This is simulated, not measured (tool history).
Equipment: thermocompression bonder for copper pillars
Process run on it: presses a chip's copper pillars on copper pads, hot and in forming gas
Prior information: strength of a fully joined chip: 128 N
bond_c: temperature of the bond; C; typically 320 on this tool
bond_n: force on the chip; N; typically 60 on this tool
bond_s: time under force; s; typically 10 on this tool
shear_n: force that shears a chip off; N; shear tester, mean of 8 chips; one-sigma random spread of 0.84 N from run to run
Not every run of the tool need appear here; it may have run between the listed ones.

run    hour  bond_c  bond_n  bond_s  shear_n
  1     0.0     320      60      10     64.3
  2    38.3     320      60      10     64.4
  3    64.4     320      60      10     62.8
  4    83.3     320      60      10     61.1
  5   122.8     347      60      10     76.9
  6   145.4     347      60      10     76.0
  7   175.0     320      60      10     60.1
  8   212.2     320      60      10     59.3
      215.6  -- forming gas filter changed
  9   235.1     320      60      10     62.9
 10   274.7     320      38      10     48.5
 11   291.7     320      38      10     46.0
 12   319.5     320      70      10     63.1
 13   341.9     320      70      10     65.0
 14   373.4     320      70      10     66.3
 15   402.1     320      37      10     43.7
      432.6  -- forming gas filter changed
 16   441.9     320      37      10     47.2
 17   474.2     320      37      10     47.1
 18   514.4     300      60      10     49.3
 19   535.2     300      60      10     48.0
 20   564.7     320      40       8     43.0
 21   581.6     329      68       8     62.7
      596.1  -- heater calibrated with a thermocouple chip
 22   612.5     321      49      15     67.9
 23   634.4     340      68      15     89.2
      650.5  -- forming gas filter changed
      675.9  -- force cell calibrated
 24   676.5     345      37      27     88.5
 25   695.6     340      38      11     67.5
 26   733.4     340      85      15    101.3
 27   756.2     340      47      15     79.0
 28   776.2     300      47      15     54.9
 29   804.5     295      60       9     49.1
      826.6  -- force cell calibrated, once more
 30   840.8     292      59      26     66.0
 31   859.4     341      36       6     46.7
      870.4  -- forming gas filter changed
 32   883.0     341      36       6     50.8
 33   920.0     341      36      14     68.6
 34   948.2     341      36      14     67.5
 35   985.8     341      36      14     64.2
 36  1018.9     312      85      10     70.3
 37  1040.1     295      52      19     57.3
 38  1064.6     295      52      19     56.1

5 ways to go on from here, each from the tool as it stands after run 38. What would each give?
     1088.0  -- forming gas filter changed
  A  1101.9     315      65      24        ?
     1088.0  -- forming gas filter changed
  B  1101.9     292      51      21        ?
     1088.0  -- forming gas filter changed
  C  1101.9     320      60      29        ?
     1088.0  -- forming gas filter changed
  D  1101.9     334      60       7        ?
     1088.0  -- forming gas filter changed
  E  1101.9     326      36      16        ?

run  shear_n
  A     85.1
  B     60.5
  C     91.0
  D     67.2
  E     63.4
Without the tool's hidden state the same runs would have given:
run  shear_n
  A     85.9
  B     61.1
  C     91.8
  D     67.8
  E     64.0
